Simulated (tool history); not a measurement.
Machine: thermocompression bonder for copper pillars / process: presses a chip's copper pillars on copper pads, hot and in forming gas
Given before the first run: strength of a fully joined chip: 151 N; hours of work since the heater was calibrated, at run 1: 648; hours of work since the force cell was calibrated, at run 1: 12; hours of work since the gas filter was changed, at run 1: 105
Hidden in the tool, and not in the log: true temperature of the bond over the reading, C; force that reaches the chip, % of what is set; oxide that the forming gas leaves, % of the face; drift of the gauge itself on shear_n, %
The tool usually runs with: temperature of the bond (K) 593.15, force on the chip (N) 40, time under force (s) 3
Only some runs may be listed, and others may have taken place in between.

run   hour  temperature of the bond (K)  force on the chip (N)  time under force (s)  hours of work since the heater was calibrated  hours of work since the force cell was calibrated  hours of work since the gas filter was changed  force that shears a chip off (N)
  1      0                       593.15                     40                     3                                            648                                                 12                                             105                              51.8
  2   34.8                       610.15                     40                     3                                            663                                                 27                                             120                              59.6
      56.5  -- forming gas filter changed
  3   72.3                       610.15                     40                     3                                            679                                                 43                                               7                              62.4
  4   91.5                       587.15                     40                     3                                            687                                                 51                                              15                              50.4
  5  123.1                       587.15                     40                     3                                            701                                                 65                                              29                              50.7
  6  146.4                       587.15                     40                     3                                            711                                                 75                                              39                                50
  7  177.8                       593.15                     40                     3                                            724                                                 88                                              52                              53.4
  8  206.4                       593.15                     40                     3                                            737                                                101                                              65                              52.9
  9  242.8                       593.15                     40                     3                                            753                                                117                                              81                                52
 10  283.7                       593.15                     40                     3                                            770                                                134                                              98                                52
 11    312                       584.15                     40                     3                                            783                                                147                                             110                              47.7
 12  343.3                       584.15                     40                     3                                            796                                                160                                             124                              47.4
     355.4  -- forming gas filter changed
 13    378                       593.15                     40                     3                                            811                                                175                                              10                                54
 14  404.4                       593.15                     40                     3                                            822                                                186                                              21                              54.5
 15  444.2                       593.15                     40                     3                                            839                                                203                                              38                              52.8
 16  467.8                       584.15                     26                     3                                            850                                                214                                              49                              33.2
 17  486.1                       607.15                     26                     3                                            858                                                222                                              56                              41.3
 18  511.8                       595.15                     38                     5                                            869                                                233                                              68                              62.8
 19  540.3                       588.15                     32                     3                                            881                                                245                                              80                              41.2
 20  563.3                       587.15                     32                     6                                            891                                                255                                              90                              54.7
     573.5  -- heater calibrated with a thermocouple chip
 21  607.8                       587.15                     32                     6                                             15                                                273                                             108                                52
 22  632.5                       587.15                     32                     6                                             26                                                284                                             119                              51.7
 23  653.6                       617.15                     56                     4                                             35                                                293                                             128                              85.2
     656.8  -- forming gas filter changed
 24  681.7                       618.15                     37                     2                                             47                                                305                                              11                              51.7
 25  700.5                       623.15                     40                     7                                             55                                                313                                              19                              88.3
 26  741.4                       621.15                     40                     3                                             72                                                331                                              37                              65.2
 27  771.8                       575.15                     26                     6                                             85                                                344                                              50                              39.9
 28    791                       618.15                     40                     3                                             94                                                352                                              58                              62.6
 29  812.6                       584.15                     51                     5                                            103                                                362                                              67                              69.5
 30  846.4                       584.15                     51                     5                                            118                                                376                                              82                              69.8

Table of differences, measured result less the result of that run with no hidden state. Run-to-run variation is the same in both. Gauge scatter possibly is not:
run  force that shears a chip off (N)
  1                              -1.3
  2                              -1.9
  3                              +0.8
  4                              +0.6
  5                              +0.3
  6                              +0.2
  7                              -0.1
  8                              -0.3
  9                              -0.6
 10                              -0.8
 11                                -1
 12                              -1.2
 13                              +0.8
 14                              +0.7
 15                              +0.3
 16                              +0.2
 17                                +0
 18                              -0.3
 19                              -0.3
 20                              -0.6
 21                              -2.8
 22                                -3
 23                              -4.9
 24                              -0.9
 25                              -1.5
 26                              -1.5
 27                              -1.2
 28                                -2
 29                              -2.4
 30                              -2.7

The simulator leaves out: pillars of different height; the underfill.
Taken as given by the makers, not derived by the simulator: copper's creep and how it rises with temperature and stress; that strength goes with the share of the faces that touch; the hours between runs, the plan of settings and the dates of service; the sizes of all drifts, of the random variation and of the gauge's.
